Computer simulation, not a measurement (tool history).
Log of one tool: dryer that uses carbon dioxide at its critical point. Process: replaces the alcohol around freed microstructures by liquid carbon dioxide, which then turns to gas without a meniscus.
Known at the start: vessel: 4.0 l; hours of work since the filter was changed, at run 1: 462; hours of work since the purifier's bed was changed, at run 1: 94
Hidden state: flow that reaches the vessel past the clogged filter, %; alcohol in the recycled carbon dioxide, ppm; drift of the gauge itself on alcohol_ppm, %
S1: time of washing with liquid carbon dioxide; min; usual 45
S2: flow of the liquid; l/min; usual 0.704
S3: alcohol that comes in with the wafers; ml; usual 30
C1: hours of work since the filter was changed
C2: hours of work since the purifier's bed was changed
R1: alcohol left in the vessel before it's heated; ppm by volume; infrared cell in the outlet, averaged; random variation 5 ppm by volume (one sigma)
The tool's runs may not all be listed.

run 1 hour=0.0 | S1=45 S2=0.704 S3=30 | C1=462 C2=94 | R1=59
run 2 hour=9.8 | S1=45 S2=0.696 S3=30 | C1=466 C2=97 | R1=56
run 3 hour=17.2 | S1=45 S2=0.704 S3=30 | C1=468 C2=100 | R1=54
run 4 hour=24.4 | S1=45 S2=0.704 S3=30 | C1=471 C2=103 | R1=46
run 5 hour=30.7 | S1=45 S2=0.704 S3=30 | C1=473 C2=105 | R1=58
run 6 hour=37.2 | S1=47 S2=0.704 S3=30 | C1=476 C2=107 | R1=46
run 7 hour=46.4 | S1=47 S2=0.704 S3=30 | C1=479 C2=111 | R1=55
run 8 hour=58.5 | S1=47 S2=0.704 S3=30 | C1=484 C2=115 | R1=54
run 9 hour=70.9 | S1=47 S2=0.704 S3=30 | C1=488 C2=120 | R1=53
run 10 hour=78.9 | S1=45 S2=0.896 S3=30 | C1=491 C2=123 | R1=46
run 11 hour=85.9 | S1=45 S2=0.432 S3=30 | C1=494 C2=125 | R1=234
run 12 hour=95.7 | S1=45 S2=0.611 S3=30 | C1=498 C2=129 | R1=87
run 13 hour=105.1 | S1=45 S2=0.611 S3=30 | C1=501 C2=133 | R1=92
run 14 hour=117.8 | S1=45 S2=0.611 S3=30 | C1=506 C2=137 | R1=89
run 15 hour=130.8 | S1=45 S2=0.446 S3=30 | C1=511 C2=142 | R1=234
run 16 hour=140.7 | S1=45 S2=0.446 S3=30 | C1=514 C2=146 | R1=236
run 17 hour=151.0 | S1=45 S2=0.704 S3=30 | C1=518 C2=150 | R1=61
run 18 hour=157.6 | S1=69 S2=1.044 S3=72 | C1=520 C2=152 | R1=55
-- hour=170.2 inlet filter changed
run 19 hour=172.2 | S1=48 S2=1.044 S3=72 | C1=1 C2=157 | R1=62
run 20 hour=185.6 | S1=28 S2=0.466 S3=22 | C1=6 C2=162 | R1=351
run 21 hour=196.9 | S1=28 S2=0.466 S3=22 | C1=10 C2=166 | R1=363
run 22 hour=205.6 | S1=28 S2=0.466 S3=22 | C1=13 C2=170 | R1=367
run 23 hour=214.3 | S1=40 S2=0.640 S3=67 | C1=16 C2=173 | R1=121
run 24 hour=228.2 | S1=55 S2=1.193 S3=72 | C1=21 C2=178 | R1=51
run 25 hour=239.3 | S1=58 S2=0.704 S3=20 | C1=26 C2=182 | R1=56
run 26 hour=249.0 | S1=69 S2=0.882 S3=94 | C1=29 C2=186 | R1=66
run 27 hour=258.6 | S1=40 S2=0.751 S3=45 | C1=33 C2=189 | R1=78
run 28 hour=269.8 | S1=40 S2=0.751 S3=45 | C1=37 C2=193 | R1=73

Run 29 comes next. What will it give?
run 29 hour=276.3 | S1=51 S2=0.797 S3=23 | C1=39 C2=196 | R1=?

Run 29 gave R1 64 ppm by volume.
Without the tool's hidden state the same run would have given R1 9 ppm by volume.
